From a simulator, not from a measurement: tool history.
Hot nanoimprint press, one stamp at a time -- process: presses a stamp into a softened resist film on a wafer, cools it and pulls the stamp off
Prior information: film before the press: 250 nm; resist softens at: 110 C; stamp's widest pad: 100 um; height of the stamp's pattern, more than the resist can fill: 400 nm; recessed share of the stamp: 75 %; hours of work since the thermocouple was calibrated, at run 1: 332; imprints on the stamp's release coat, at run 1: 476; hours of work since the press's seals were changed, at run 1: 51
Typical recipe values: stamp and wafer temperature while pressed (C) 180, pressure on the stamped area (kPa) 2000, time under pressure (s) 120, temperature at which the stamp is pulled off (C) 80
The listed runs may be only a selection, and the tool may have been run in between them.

run,day,stamp and wafer temperature while pressed (C),pressure on the stamped area (kPa),time under pressure (s),temperature at which the stamp is pulled off (C),hours of work since the thermocouple was calibrated,imprints on the stamp's release coat,hours of work since the press's seals were changed,resist left under the stamp's widest pad (angstrom),greatest force while the stamp is pulled off (N)
1,0.000,180,2000,120,80,332,476,51,946,127
# day 2.608: stamp cleaned and given a new release coat
2,2.825,180,2000,120,65,362,8,81,950,147
3,4.375,180,2000,120,65,380,65,99,941,146
4,5.933,180,2000,120,65,398,123,118,950,145
5,8.454,180,2000,120,65,428,216,147,941,152
6,10.500,183,1370,121,66,452,291,171,1035,139
7,12.638,191,2850,207,80,477,370,196,375,120
8,14.608,171,2290,120,79,500,443,219,1365,127
9,16.312,171,2290,120,79,520,506,239,1353,124
# day 17.829: stamp cleaned and given a new release coat
10,19.275,171,2290,120,79,552,53,271,1331,126

5 ways to go on from here, each from the tool as it stands after run 10. What would each give?
A,21.367,180,2000,234,82,576,130,295,?,?
B,21.367,176,2290,120,78,576,130,295,?,?
C,21.367,185,2290,224,66,576,130,295,?,?
D,21.367,171,2120,120,68,576,130,295,?,?
E,21.367,171,1560,90,82,576,130,295,?,?

run,resist left under the stamp's widest pad (angstrom),greatest force while the stamp is pulled off (N)
A,748,118
B,1062,122
C,557,148
D,1410,141
E,1725,116
With the hidden condition removed and each run's random variation left untouched, the same runs would have given:
run,resist left under the stamp's widest pad (angstrom),greatest force while the stamp is pulled off (N)
A,745,118
B,1057,122
C,554,147
D,1403,141
E,1719,115

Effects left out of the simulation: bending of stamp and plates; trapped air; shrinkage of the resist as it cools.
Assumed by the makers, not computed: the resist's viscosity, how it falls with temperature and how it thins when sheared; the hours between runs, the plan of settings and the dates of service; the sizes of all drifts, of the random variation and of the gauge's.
